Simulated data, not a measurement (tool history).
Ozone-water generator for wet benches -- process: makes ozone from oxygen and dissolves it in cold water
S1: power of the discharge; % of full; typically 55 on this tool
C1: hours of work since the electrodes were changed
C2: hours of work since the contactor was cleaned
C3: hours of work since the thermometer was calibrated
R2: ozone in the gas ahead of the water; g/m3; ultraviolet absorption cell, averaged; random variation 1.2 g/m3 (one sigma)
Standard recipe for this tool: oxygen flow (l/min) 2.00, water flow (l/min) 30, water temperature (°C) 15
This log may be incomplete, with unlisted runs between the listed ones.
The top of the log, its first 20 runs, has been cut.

{"run": 21, "hour": 2299.5, "S1": 54, "oxygen flow (l/min)": 2.2, "water flow (l/min)": 21, "water temperature (°C)": 8, "C1": 6650, "C2": 3346, "C3": 2539, "dissolved ozone (ppm)": 13.8, "R2": 214.2}
{"run": 22, "hour": 2455.2, "S1": 54, "oxygen flow (l/min)": 2.2, "water flow (l/min)": 21, "water temperature (°C)": 8, "C1": 6796, "C2": 3492, "C3": 2685, "dissolved ozone (ppm)": 13.9, "R2": 212.3}
{"run": 23, "hour": 2526.1, "S1": 45, "oxygen flow (l/min)": 1.55, "water flow (l/min)": 26, "water temperature (°C)": 8, "C1": 6862, "C2": 3559, "C3": 2752, "dissolved ozone (ppm)": 8.3, "R2": 217.1}
{"hour": 2638.0, "done": "electrodes of the discharge changed"}
{"run": 24, "hour": 2677.2, "S1": 55, "oxygen flow (l/min)": 3.25, "water flow (l/min)": 30, "water temperature (°C)": 11, "C1": 37, "C2": 3695, "C3": 2888, "dissolved ozone (ppm)": 10.9, "R2": 185.7}
{"run": 25, "hour": 2757.2, "S1": 66, "oxygen flow (l/min)": 1.04, "water flow (l/min)": 45, "water temperature (°C)": 22, "C1": 112, "C2": 3770, "C3": 2963, "dissolved ozone (ppm)": 4.0, "R2": 309.2}
{"run": 26, "hour": 2917.2, "S1": 66, "oxygen flow (l/min)": 1.04, "water flow (l/min)": 45, "water temperature (°C)": 22, "C1": 262, "C2": 3920, "C3": 3113, "dissolved ozone (ppm)": 4.1, "R2": 310.5}
{"hour": 2946.9, "done": "gauge calibrated"}
{"run": 27, "hour": 3002.4, "S1": 66, "oxygen flow (l/min)": 1.04, "water flow (l/min)": 45, "water temperature (°C)": 22, "C1": 342, "C2": 4000, "C3": 3193, "dissolved ozone (ppm)": 4.0, "R2": 320.3}
{"run": 28, "hour": 3103.2, "S1": 55, "oxygen flow (l/min)": 3.0, "water flow (l/min)": 30, "water temperature (°C)": 14, "C1": 436, "C2": 4094, "C3": 3287, "dissolved ozone (ppm)": 10.2, "R2": 196.8}
{"run": 29, "hour": 3259.5, "S1": 55, "oxygen flow (l/min)": 3.0, "water flow (l/min)": 30, "water temperature (°C)": 14, "C1": 583, "C2": 4241, "C3": 3434, "dissolved ozone (ppm)": 10.3, "R2": 193.4}
{"run": 30, "hour": 3355.1, "S1": 55, "oxygen flow (l/min)": 1.17, "water flow (l/min)": 30, "water temperature (°C)": 13, "C1": 673, "C2": 4330, "C3": 3524, "dissolved ozone (ppm)": 6.6, "R2": 276.4}
{"run": 31, "hour": 3425.2, "S1": 55, "oxygen flow (l/min)": 1.17, "water flow (l/min)": 30, "water temperature (°C)": 13, "C1": 738, "C2": 4396, "C3": 3589, "dissolved ozone (ppm)": 6.7, "R2": 275.4}
{"run": 32, "hour": 3587.5, "S1": 55, "oxygen flow (l/min)": 2.0, "water flow (l/min)": 33, "water temperature (°C)": 15, "C1": 891, "C2": 4548, "C3": 3742, "dissolved ozone (ppm)": 7.6, "R2": 223.7}
{"run": 33, "hour": 3752.4, "S1": 61, "oxygen flow (l/min)": 2.73, "water flow (l/min)": 21, "water temperature (°C)": 20, "C1": 1045, "C2": 4703, "C3": 3896, "dissolved ozone (ppm)": 14.5, "R2": 212.5}

3 ways to go on from here, each from the tool as it stands after run 33. What would each give?
{"run": "A", "hour": 3851.5, "S1": 52, "oxygen flow (l/min)": 1.17, "water flow (l/min)": 30, "water temperature (°C)": 8, "C1": 1138, "C2": 4796, "C3": 3989, "dissolved ozone (ppm)": "?", "R2": "?"}
{"run": "B", "hour": 3851.5, "S1": 55, "oxygen flow (l/min)": 2.0, "water flow (l/min)": 38, "water temperature (°C)": 16, "C1": 1138, "C2": 4796, "C3": 3989, "dissolved ozone (ppm)": "?", "R2": "?"}
{"run": "C", "hour": 3851.5, "S1": 55, "oxygen flow (l/min)": 2.0, "water flow (l/min)": 22, "water temperature (°C)": 15, "C1": 1138, "C2": 4796, "C3": 3989, "dissolved ozone (ppm)": "?", "R2": "?"}

run=A dissolved_ozone_(ppm)=6.3 R2=265.7
run=B dissolved_ozone_(ppm)=6.4 R2=224.3
run=C dissolved_ozone_(ppm)=12.3 R2=224.5
Without the tool's unlogged condition, the same runs would have read:
run=A dissolved_ozone_(ppm)=6.3 R2=268.3
run=B dissolved_ozone_(ppm)=6.4 R2=226.5
run=C dissolved_ozone_(ppm)=12.3 R2=226.7
